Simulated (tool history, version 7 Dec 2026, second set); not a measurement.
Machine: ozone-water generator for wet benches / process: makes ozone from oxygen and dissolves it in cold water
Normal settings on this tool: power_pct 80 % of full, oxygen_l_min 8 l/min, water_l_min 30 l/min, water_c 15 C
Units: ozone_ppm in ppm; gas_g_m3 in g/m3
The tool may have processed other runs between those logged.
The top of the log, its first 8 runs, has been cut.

run      day  power_pct  oxygen_l_min  water_l_min  water_c  ozone_ppm  gas_g_m3
  9   45.808         80             8           30       15       26.7     241.7
 10   50.488         90             8           30       15       28.5     260.2
 11   57.554         80             8           45       15       19.2     240.3
 12   63.883         67             8           45       15       16.7     213.1
 13   67.638         80             8           30       15       26.4     240.7
 14   72.525         80          6.07           30       15       25.4     277.5
 15   77.371         80             8           30       15       26.5     242.6
 16   82.175         80             8           30       15       26.3     239.8
 17   85.383         80             8           30       15       26.4     239.3
 18   92.296         80             8           30       15       26.4     240.9
 19   96.758         80             8           30       15       26.1       239
     102.067  -- water thermometer calibrated
 20  102.775         80             8           30       15         26     241.2
 21  107.375         80             8           30       15       26.7     242.5
 22  111.062         80          4.24           30       15       23.7     323.3
 23  115.875         80          4.24           30       15       23.2     320.3
 24  120.308         43           6.5           20       19       21.7     176.2
 25  123.354         58           8.7           20       19       26.3       187
 26    130.4         52           8.7           46       19       13.4     172.4
 27  134.633         50         10.96           27       15       21.1     152.3
 28  139.258         50         10.96           27       15       21.2     154.4
 29  145.212         50         10.96           27       15       20.9     152.7
 30  150.129         77          4.21           23        7       31.2     316.2
 31  153.425         77          4.21           19       18       32.3     315.2
 32  157.333         80         10.56           37       15         23       210
 33  163.725         50         10.56           32        9       20.7     155.8

Here are 3 independent what-if runs from the current tool condition. What would each one return?
  A  169.004         75          6.65           30       16          ?         ?
  B  169.004         59          4.71           30       14          ?         ?
  C  169.004         88         11.68           34       15          ?         ?

run  ozone_ppm  gas_g_m3
  A       24.5     251.6
  B       19.8     250.4
  C       25.8     214.3
The same runs, with their run-to-run variation unchanged, on a tool lacking any hidden condition would have given:
run  ozone_ppm  gas_g_m3
  A       24.6     251.9
  B       19.8     250.6
  C       25.8     214.5
